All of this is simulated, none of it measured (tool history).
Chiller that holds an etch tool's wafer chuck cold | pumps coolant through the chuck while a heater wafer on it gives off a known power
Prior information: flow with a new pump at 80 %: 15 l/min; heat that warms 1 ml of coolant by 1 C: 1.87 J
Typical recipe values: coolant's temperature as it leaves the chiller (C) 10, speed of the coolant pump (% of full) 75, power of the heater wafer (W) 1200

| run | hour | coolant's temperature as it leaves the chiller (C) | speed of the coolant pump (% of full) | power of the heater wafer (W) | chuck's temperature once it has settled (C) | how much warmer the coolant comes back (C) |
|---|---|---|---|---|---|---|
| 1 | 0 | 10 | 75 | 1200 | 23.8 | 2.88 |
| 2 | 110.5 | 10 | 75 | 1200 | 24 | 2.87 |
| 3 | 177.5 | 10 | 98 | 1200 | 21.5 | 2.15 |
| 4 | 324 | 10 | 98 | 1200 | 21.5 | 2.15 |
| 5 | 437.5 | 10 | 98 | 1200 | 21.5 | 2.18 |
| 6 | 528.7 | 10 | 75 | 1144 | 23.5 | 2.76 |
| 7 | 671.2 | 10 | 69 | 1144 | 24.4 | 3.03 |
| 8 | 739.4 | 10 | 69 | 1144 | 24.3 | 3.04 |
| 9 | 857.3 | 10 | 69 | 1144 | 24.4 | 3.05 |
| 10 | 1004.9 | 10 | 69 | 1144 | 24.7 | 3.06 |
| 11 | 1085.4 | 10 | 69 | 1144 | 24.7 | 3.04 |
| 12 | 1156.4 | 10 | 69 | 1144 | 24.7 | 3.05 |
| 13 | 1249.1 | 10 | 75 | 1420 | 27 | 3.45 |
| 14 | 1363.5 | 10 | 75 | 1420 | 27.3 | 3.47 |
| 15 | 1445.3 | 10 | 68 | 1200 | 25.8 | 3.26 |
| 16 | 1519.3 | 10 | 92 | 1169 | 22.3 | 2.3 |
| 17 | 1584.5 | 8 | 92 | 790 | 16.5 | 1.56 |
| 18 | 1690.2 | 17 | 99 | 1397 | 31 | 2.53 |
|  | 1744.5 | coolant changed, channels flushed |
| 19 | 1838.3 | 16 | 66 | 997 | 27.9 | 2.84 |
| 20 | 1932.1 | 16 | 66 | 997 | 28 | 2.86 |

What will run 21 give?
| 21 | 2042.2 | 9 | 82 | 674 | ? | ? |

Logged for run 21: chuck's temperature once it has settled (C) 16.2, how much warmer the coolant comes back (C) 1.46.
Without the tool's hidden state the same run would have given chuck's temperature once it has settled (C) 15.4, how much warmer the coolant comes back (C) 1.36.

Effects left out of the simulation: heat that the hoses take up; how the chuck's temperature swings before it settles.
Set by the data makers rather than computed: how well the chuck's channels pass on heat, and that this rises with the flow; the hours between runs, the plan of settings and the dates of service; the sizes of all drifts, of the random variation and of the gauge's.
